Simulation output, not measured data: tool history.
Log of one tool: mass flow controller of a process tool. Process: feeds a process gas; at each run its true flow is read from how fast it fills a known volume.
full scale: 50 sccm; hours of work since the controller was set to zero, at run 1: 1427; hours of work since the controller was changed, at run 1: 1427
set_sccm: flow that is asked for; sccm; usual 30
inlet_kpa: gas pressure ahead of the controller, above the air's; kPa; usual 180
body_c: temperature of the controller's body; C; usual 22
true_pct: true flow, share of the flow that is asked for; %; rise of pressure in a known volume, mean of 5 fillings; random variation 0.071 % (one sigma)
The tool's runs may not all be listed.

run,day,set_sccm,inlet_kpa,body_c,hours of work since the controller was set to zero,hours of work since the controller was changed,true_pct
1,0,30,180,22,1427,1427,100.47
2,11.029,30,210,22,1537,1537,100.41
3,21.45,30,210,22,1641,1641,100.38
4,31.571,30,180,31,1742,1742,99.8
5,40.417,30,180,31,1830,1830,99.81
6,51.517,30,180,22,1940,1940,100.53
7,57.267,30,180,22,1998,1998,100.38
8,62.929,30,180,22,2054,2054,100.4
9,73.567,30,180,22,2160,2160,100.39
10,84.188,30,267,22,2266,2266,100.68
11,91.846,12,267,22,2342,2342,99.15
12,99.562,12,267,22,2419,2419,99.14
13,106.204,12,267,22,2485,2485,99.07
14,112.762,5,180,22,2550,2550,95.6
15,118.629,9,187,31,2609,2609,97.57
16,123.329,31,240,29,2656,2656,100.26
17,131.808,8,154,29,2740,2740,97.13
18,137.038,8,224,21,2792,2792,97.79
19,141.929,12,236,28,2841,2841,98.62
20,151.821,28,180,20,2939,2939,100.87
21,156.633,28,180,20,2987,2987,100.8
22,165.596,28,180,20,3077,3077,101
23,174.479,30,140,32,3165,3165,99.96
24,179.779,8,230,27,3218,3218,97.04
25,189.55,15,196,31,3315,3315,98.83
26,200.792,15,196,31,3427,3427,98.85
27,207.804,6,179,27,3497,3497,95.34
28,217.758,6,179,27,3596,3596,95.23

4 ways to go on from here, each from the tool as it stands after run 28. What would each give?
A,224.238,30,180,21,3661,3661,?
B,224.238,21,181,34,3661,3661,?
C,224.238,30,171,22,3661,3661,?
D,224.238,20,210,22,3661,3661,?

run,true_pct
A,101.16
B,99.55
C,101.06
D,100.31
Without the tool's hidden state the same runs would have given:
run,true_pct
A,100.04
B,98.99
C,99.93
D,99.85

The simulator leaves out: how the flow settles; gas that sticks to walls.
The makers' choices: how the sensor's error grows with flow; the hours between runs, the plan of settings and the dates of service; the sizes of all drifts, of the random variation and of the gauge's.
